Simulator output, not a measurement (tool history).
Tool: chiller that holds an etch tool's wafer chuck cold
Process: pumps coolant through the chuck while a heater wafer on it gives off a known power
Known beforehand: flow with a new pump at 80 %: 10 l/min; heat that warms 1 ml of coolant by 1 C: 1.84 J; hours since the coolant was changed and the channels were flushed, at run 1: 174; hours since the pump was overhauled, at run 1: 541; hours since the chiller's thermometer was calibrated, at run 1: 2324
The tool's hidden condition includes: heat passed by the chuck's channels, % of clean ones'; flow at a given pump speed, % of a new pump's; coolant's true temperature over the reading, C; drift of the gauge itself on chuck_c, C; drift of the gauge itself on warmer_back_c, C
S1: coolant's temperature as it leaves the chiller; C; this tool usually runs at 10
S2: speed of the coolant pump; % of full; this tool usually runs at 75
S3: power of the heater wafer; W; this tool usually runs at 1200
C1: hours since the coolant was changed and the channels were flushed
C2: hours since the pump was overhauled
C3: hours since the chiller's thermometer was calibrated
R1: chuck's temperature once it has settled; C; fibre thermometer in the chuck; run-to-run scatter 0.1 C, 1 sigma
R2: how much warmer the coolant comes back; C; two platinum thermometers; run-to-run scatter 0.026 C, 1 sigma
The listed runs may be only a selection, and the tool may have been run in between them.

run,hour,S1,S2,S3,C1,C2,C3,R1,R2
1,0.0,10,75,1200,174,541,2324,21.7,4.22
2,37.4,10,75,1200,212,578,2361,21.6,4.26
3,95.4,10,75,1200,270,636,2419,21.7,4.23
4,165.4,10,75,1200,340,706,2489,21.8,4.24
5,214.3,10,75,1200,389,755,2538,21.8,4.24
6,265.7,10,75,1200,440,807,2589,21.8,4.24
7,325.9,10,75,1200,500,867,2650,21.8,4.26
8,366.0,10,75,1200,540,907,2690,21.8,4.25
9,422.5,10,75,1200,597,964,2746,21.6,4.25
10,464.6,11,89,1200,639,1006,2788,21.2,3.53
11,494.7,11,89,1200,669,1036,2818,21.1,3.50

Below are 3 alternative next runs, each starting from the tool's condition after run 11. Predict each:
A,553.2,10,75,660,728,1094,2877,?,?
B,553.2,10,61,1200,728,1094,2877,?,?
C,553.2,15,99,1739,728,1094,2877,?,?

run,R1,R2
A,16.4,2.34
B,24.2,5.35
C,28.4,4.53
Stripped of hidden state, with their random variation kept, the same runs would have yielded:
run,R1,R2
A,16.2,2.32
B,23.9,5.30
C,28.1,4.50
